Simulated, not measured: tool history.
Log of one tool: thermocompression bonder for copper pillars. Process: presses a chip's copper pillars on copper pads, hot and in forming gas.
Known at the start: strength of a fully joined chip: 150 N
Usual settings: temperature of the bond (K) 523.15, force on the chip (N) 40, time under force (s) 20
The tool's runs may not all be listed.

run,day,temperature of the bond (K),force on the chip (N),time under force (s),force that shears a chip off (N)
1,0.000,523.15,40,20,65.9
2,3.908,523.15,40,41,83.1
3,7.729,523.15,40,20,64.8
4,10.175,523.15,40,20,65.5
5,13.900,523.15,40,20,65.5
6,16.004,523.15,40,20,62.9
7,19.012,540.15,40,20,79.0
# day 21.608: forming gas filter changed
8,23.075,540.15,40,20,83.7
9,25.596,523.15,40,20,70.0
10,29.021,523.15,40,20,69.1
11,31.675,523.15,40,20,67.2
12,35.450,545.15,40,20,86.5
13,37.488,545.15,40,10,68.6
14,40.833,523.15,40,34,79.7
15,42.571,523.15,40,34,78.6
16,46.508,523.15,40,20,64.9
17,49.542,523.15,40,20,64.9
18,52.242,551.15,40,20,88.2
# day 52.633: forming gas filter changed
19,55.925,551.15,40,20,94.2
20,59.425,551.15,40,20,95.0
21,63.467,496.15,27,14,25.0
22,66.254,543.15,59,52,132.8
23,69.746,518.15,30,30,55.3
24,71.788,512.15,40,35,72.4
25,74.250,549.15,40,20,90.4
26,76.092,502.15,40,11,39.0
27,78.279,525.15,43,19,71.9
28,79.904,531.15,39,15,64.1
# day 83.708: forming gas filter changed
29,83.721,503.15,33,11,33.2
30,87.512,503.15,33,11,34.6
31,91.029,498.15,57,20,70.8
32,93.717,498.15,57,20,69.7
33,97.646,498.15,57,20,68.4
34,100.717,498.15,57,20,68.1
# day 104.692: heater calibrated with a thermocouple chip
35,104.779,498.15,57,20,57.3
36,107.975,498.15,57,20,56.0
37,110.888,524.15,53,20,74.8
38,113.829,505.15,35,23,39.9
# day 114.704: forming gas filter changed
39,117.254,505.15,35,23,43.5
40,119.871,505.15,35,23,42.4

3 ways to go on from here, each from the tool as it stands after run 40. What would each give?
A,123.671,523.15,59,22,?
B,123.671,540.15,35,55,?
C,123.671,523.15,40,50,?

run,force that shears a chip off (N)
A,89.9
B,91.9
C,83.1
Without the tool's hidden state the same runs would have given:
run,force that shears a chip off (N)
A,97.4
B,99.5
C,90.4
